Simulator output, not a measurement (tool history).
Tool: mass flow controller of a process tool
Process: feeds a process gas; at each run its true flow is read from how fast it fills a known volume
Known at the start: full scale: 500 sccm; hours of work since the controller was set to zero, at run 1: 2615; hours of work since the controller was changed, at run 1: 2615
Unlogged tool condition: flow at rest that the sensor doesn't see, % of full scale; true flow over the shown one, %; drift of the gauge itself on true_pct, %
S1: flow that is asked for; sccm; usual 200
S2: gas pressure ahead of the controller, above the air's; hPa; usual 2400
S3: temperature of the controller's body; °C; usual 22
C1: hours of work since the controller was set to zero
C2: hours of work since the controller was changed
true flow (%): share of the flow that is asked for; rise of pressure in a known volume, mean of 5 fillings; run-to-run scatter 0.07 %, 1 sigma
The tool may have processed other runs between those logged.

Run 1, hour 0: usual settings; C1 2615; C2 2615. Result: true flow (%) 100.02.
Run 2, hour 190.5: usual settings; C1 2683; C2 2683. Result: true flow (%) 99.94.
Run 3, hour 349.9: usual settings; C1 2741; C2 2741. Result: true flow (%) 100.01.
Run 4, hour 621.3: usual settings but S3 24 °C; C1 2838; C2 2838. Result: true flow (%) 100.05.
Run 5, hour 908.3: usual settings but S3 24 °C; C1 2942; C2 2942. Result: true flow (%) 100.08.
Run 6, hour 1041.1: usual settings but S3 24 °C; C1 2990; C2 2990. Result: true flow (%) 100.08.
Run 7, hour 1280.4: usual settings but S3 24 °C; C1 3076; C2 3076. Result: true flow (%) 100.14.
Run 8, hour 1568.4: usual settings but S3 24 °C; C1 3180; C2 3180. Result: true flow (%) 100.01.
Run 9, hour 1811.8: usual settings but S3 24 °C; C1 3267; C2 3267. Result: true flow (%) 100.11.
Run 10, hour 2044.2: usual settings but S3 24 °C; C1 3351; C2 3351. Result: true flow (%) 100.27.
Run 11, hour 2335.2: usual settings but S3 24 °C; C1 3456; C2 3456. Result: true flow (%) 100.36.
Run 12, hour 2498.9: usual settings but S2 2530 hPa; C1 3515; C2 3515. Result: true flow (%) 100.55.
Run 13, hour 2625.6: usual settings but S1 54 sccm, S2 2530 hPa; C1 3561; C2 3561. Result: true flow (%) 104.21.
Run 14, hour 2899.4: usual settings but S1 54 sccm, S2 2530 hPa; C1 3659; C2 3659. Result: true flow (%) 104.38.
Run 15, hour 3092: usual settings but S1 54 sccm, S2 2530 hPa; C1 3729; C2 3729. Result: true flow (%) 104.62.
Run 16, hour 3264.1: usual settings but S1 54 sccm, S2 2530 hPa; C1 3791; C2 3791. Result: true flow (%) 104.54.
Run 17, hour 3392: usual settings but S3 34 °C; C1 3837; C2 3837. Result: true flow (%) 100.1.
Run 18, hour 3670: usual settings but S1 88 sccm; C1 3937; C2 3937. Result: true flow (%) 102.39.
Run 19, hour 3847.5: usual settings but S1 88 sccm; C1 4001; C2 4001. Result: true flow (%) 102.45.
Run 20, hour 4033.4: usual settings but S1 88 sccm; C1 4068; C2 4068. Result: true flow (%) 102.54.
Run 21, hour 4186.1: usual settings but S1 88 sccm; C1 4123; C2 4123. Result: true flow (%) 102.51.
Run 22, hour 4404.2: usual settings but S1 267 sccm, S2 1740 hPa, S3 34 °C; C1 4201; C2 4201. Result: true flow (%) 99.94.
Run 23, hour 4676.8: usual settings but S1 267 sccm, S2 1740 hPa, S3 34 °C; C1 4300; C2 4300. Result: true flow (%) 99.92.
Run 24, hour 4809.9: usual settings but S1 247 sccm, S2 2330 hPa, S3 33 °C; C1 4348; C2 4348. Result: true flow (%) 100.39.

Run 25, settings as shown, results not yet in. Your forecast:
Run 25, hour 5060.6: usual settings but S1 295 sccm, S2 1440 hPa; C1 4438; C2 4438. Result: true flow (%) ?.

true flow (%): 100.47
Had the tool carried no hidden state, the very same run would have given true flow (%) 98.42.

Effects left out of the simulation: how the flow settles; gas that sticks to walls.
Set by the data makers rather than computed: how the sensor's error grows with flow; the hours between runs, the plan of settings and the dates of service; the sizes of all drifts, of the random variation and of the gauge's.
